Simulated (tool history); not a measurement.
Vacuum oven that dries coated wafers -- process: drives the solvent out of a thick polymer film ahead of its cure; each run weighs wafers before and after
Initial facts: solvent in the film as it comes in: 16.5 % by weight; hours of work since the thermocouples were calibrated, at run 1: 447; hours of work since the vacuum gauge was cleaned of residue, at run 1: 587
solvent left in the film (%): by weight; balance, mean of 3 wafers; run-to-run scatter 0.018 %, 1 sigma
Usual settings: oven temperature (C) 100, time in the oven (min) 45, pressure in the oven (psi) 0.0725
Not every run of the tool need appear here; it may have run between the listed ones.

| run | hour | oven temperature (C) | time in the oven (min) | pressure in the oven (psi) | hours of work since the thermocouples were calibrated | hours of work since the vacuum gauge was cleaned of residue | solvent left in the film (%) |
|---|---|---|---|---|---|---|---|
| 1 | 0.0 | 100 | 45 | 0.0725 | 447 | 587 | 0.70 |
| 2 | 37.4 | 100 | 45 | 0.0725 | 471 | 610 | 0.71 |
| 3 | 69.3 | 100 | 70 | 0.0725 | 491 | 630 | 0.34 |
| 4 | 108.0 | 100 | 70 | 0.0725 | 515 | 654 | 0.36 |
| 5 | 144.5 | 100 | 70 | 0.0725 | 538 | 677 | 0.32 |
| 6 | 184.8 | 100 | 70 | 0.0725 | 563 | 702 | 0.37 |
| 7 | 206.0 | 100 | 70 | 0.0725 | 576 | 715 | 0.37 |
| 8 | 245.9 | 100 | 70 | 0.0725 | 601 | 740 | 0.34 |
| 9 | 272.3 | 100 | 70 | 0.0725 | 617 | 756 | 0.37 |
|  | 280.9 | oven's thermocouples calibrated |
| 10 | 296.9 | 105 | 45 | 0.0725 | 10 | 770 | 0.50 |
| 11 | 335.7 | 101 | 45 | 0.0725 | 34 | 795 | 0.67 |
| 12 | 371.5 | 100 | 45 | 0.0725 | 56 | 817 | 0.76 |
| 13 | 401.5 | 93 | 26 | 0.0480 | 75 | 836 | 3.39 |
| 14 | 429.3 | 103 | 68 | 0.0918 | 93 | 853 | 0.34 |
| 15 | 467.3 | 108 | 68 | 0.1036 | 116 | 877 | 0.31 |
| 16 | 502.3 | 104 | 60 | 0.0526 | 138 | 898 | 0.29 |
| 17 | 547.5 | 104 | 60 | 0.0526 | 166 | 927 | 0.30 |
| 18 | 580.6 | 108 | 23 | 0.1170 | 187 | 947 | 1.58 |
| 19 | 622.4 | 109 | 53 | 0.1170 | 213 | 973 | 0.39 |
| 20 | 651.1 | 100 | 33 | 0.0799 | 231 | 991 | 1.51 |
| 21 | 684.9 | 100 | 23 | 0.0545 | 252 | 1012 | 2.70 |
| 22 | 706.4 | 99 | 23 | 0.1926 | 265 | 1026 | 3.25 |
| 23 | 734.1 | 98 | 63 | 0.0524 | 283 | 1043 | 0.47 |
| 24 | 778.2 | 98 | 63 | 0.0524 | 310 | 1071 | 0.51 |

Predict each of these 5 candidate next runs independently; none follows another, all start after run 24:
| A | 798.6 | 97 | 43 | 0.0524 | 323 | 1083 | ? |
| B | 798.6 | 98 | 35 | 0.0390 | 323 | 1083 | ? |
| C | 798.6 | 100 | 45 | 0.1111 | 323 | 1083 | ? |
| D | 798.6 | 98 | 63 | 0.0603 | 323 | 1083 | ? |
| E | 798.6 | 109 | 39 | 0.0647 | 323 | 1083 | ? |

| run | solvent left in the film (%) |
|---|---|
| A | 1.15 |
| B | 1.48 |
| C | 0.92 |
| D | 0.53 |
| E | 0.43 |
Without the tool's unlogged condition, the same runs would have read:
| run | solvent left in the film (%) |
|---|---|
| A | 0.91 |
| B | 1.21 |
| C | 0.71 |
| D | 0.35 |
| E | 0.29 |
